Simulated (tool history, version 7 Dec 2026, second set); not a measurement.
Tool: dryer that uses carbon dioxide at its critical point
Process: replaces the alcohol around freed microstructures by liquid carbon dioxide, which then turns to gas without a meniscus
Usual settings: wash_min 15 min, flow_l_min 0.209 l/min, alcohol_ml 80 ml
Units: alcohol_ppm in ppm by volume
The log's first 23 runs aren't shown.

| run | hour | wash_min | flow_l_min | alcohol_ml | alcohol_ppm |
|---|---|---|---|---|---|
| 24 | 1115.9 | 13 | 0.253 | 80 | 1431 |
| 25 | 1148.4 | 14 | 0.253 | 74 | 915 |
| 26 | 1189 | 14 | 0.253 | 74 | 963 |
| 27 | 1253.7 | 18 | 0.171 | 47 | 1397 |
| 28 | 1324.7 | 15 | 0.154 | 63 | 5353 |
|  | 1341.4 | purifier's bed changed |
| 29 | 1390.2 | 24 | 0.154 | 60 | 816 |
| 30 | 1458 | 14 | 0.186 | 20 | 1208 |
|  | 1486.7 | inlet filter changed |
| 31 | 1509.1 | 13 | 0.13 | 28 | 4805 |
| 32 | 1567.9 | 15 | 0.187 | 58 | 2022 |
| 33 | 1612.1 | 12 | 0.187 | 34 | 2745 |
| 34 | 1679.9 | 12 | 0.209 | 26 | 1426 |
| 35 | 1730.1 | 22 | 0.209 | 110 | 343 |

Run 36 comes next. What will it give?
| 36 | 1764.4 | 11 | 0.209 | 21 | ? |

alcohol_ppm: 1647 ppm by volume
Without the tool's hidden state the same run would have given alcohol_ppm 1388 ppm by volume.

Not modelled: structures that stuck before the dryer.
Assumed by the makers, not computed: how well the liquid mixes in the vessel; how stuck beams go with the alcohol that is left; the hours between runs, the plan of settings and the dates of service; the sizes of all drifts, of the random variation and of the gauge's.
